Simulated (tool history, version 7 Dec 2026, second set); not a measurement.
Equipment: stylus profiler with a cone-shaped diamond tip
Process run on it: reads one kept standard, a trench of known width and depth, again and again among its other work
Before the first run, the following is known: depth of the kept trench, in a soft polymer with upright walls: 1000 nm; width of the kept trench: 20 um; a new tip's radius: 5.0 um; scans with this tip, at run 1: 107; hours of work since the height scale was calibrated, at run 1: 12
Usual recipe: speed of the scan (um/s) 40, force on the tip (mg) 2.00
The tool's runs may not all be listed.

run    hour  speed of the scan (um/s)  force on the tip (mg)  scans with this tip  hours of work since the height scale was calibrated  depth of the trench (angstrom)  width of the trench's floor (um)
  1     0.0                        40                   2.00                  107                                                   12                         10126.1                             13.86
  2    95.4                        40                   2.00                  549                                                   60                         10127.1                             13.83
  3   175.0                        40                   5.67                  917                                                  100                         10249.5                             13.83
  4   288.1                        40                   5.67                 1441                                                  158                         10251.5                             13.83
  5   415.9                        14                   2.00                 2032                                                  222                         10130.3                             13.83
  6   539.7                        21                   2.00                 2605                                                  285                         10135.6                             13.70
  7   607.5                        21                   2.00                 2919                                                  320                         10137.3                             13.68
  8   665.2                        25                   2.00                 3186                                                  349                         10135.7                             13.66
  9   741.9                        25                   2.00                 3540                                                  388                         10136.5                             13.63
 10   837.7                       105                   2.00                 3984                                                  436                         10136.1                             13.12
 11   966.5                       105                   2.00                 4580                                                  501                         10141.5                             13.02
 12  1083.5                       105                   2.00                 5121                                                  561                         10145.9                             12.88
 13  1160.9                       105                   2.00                 5479                                                  600                         10144.2                             12.90
     1168.0  -- height scale calibrated on a step standard
 14  1219.0                       105                   2.00                 5746                                                   26                         10167.4                             12.90
 15  1284.3                       105                   2.00                 6048                                                   59                         10170.1                             12.86
 16  1356.6                        69                   1.13                 6383                                                   96                         10131.6                             12.89
 17  1418.4                        69                   1.13                 6669                                                  127                         10135.8                             12.89
 18  1524.8                        14                   5.51                 7161                                                  181                         10288.1                             13.36
     1650.0  -- height scale calibrated on a step standard, once more
 19  1650.0                        14                   5.51                 7738                                                    0                         10232.2                             13.28
 20  1757.0                        11                   2.00                 8233                                                   54                         10116.9                             13.27
 21  1824.2                        11                   2.00                 8544                                                   88                         10115.3                             13.19
 22  1899.8                        40                   1.22                 8894                                                  127                         10084.1                             12.93
 23  1955.7                        28                   3.83                 9152                                                  155                         10185.3                             13.09
 24  2079.7                        28                   3.83                 9726                                                  218                         10188.0                             13.09
 25  2185.8                        12                   2.71                10218                                                  271                         10151.8                             13.09

Alternative continuations, all from the tool just after run 25; predict every row:
  A  2292.0                        80                   2.26                10709                                                  325                               ?                                 ?
  B  2292.0                        40                   2.51                10709                                                  325                               ?                                 ?
  C  2292.0                        22                   2.52                10709                                                  325                               ?                                 ?
  D  2292.0                        94                   3.98                10709                                                  325                               ?                                 ?
  E  2292.0                       113                   2.71                10709                                                  325                               ?                                 ?

run  depth of the trench (angstrom)  width of the trench's floor (um)
  A                         10137.6                             12.65
  B                         10145.9                             12.86
  C                         10147.5                             12.98
  D                         10197.0                             12.70
  E                         10158.2                             12.48
The same runs, with their run-to-run variation unchanged, on a tool lacking any hidden condition would have given:
run  depth of the trench (angstrom)  width of the trench's floor (um)
  A                         10130.1                             13.55
  B                         10138.4                             13.75
  C                         10140.0                             13.88
  D                         10189.5                             13.60
  E                         10150.7                             13.38
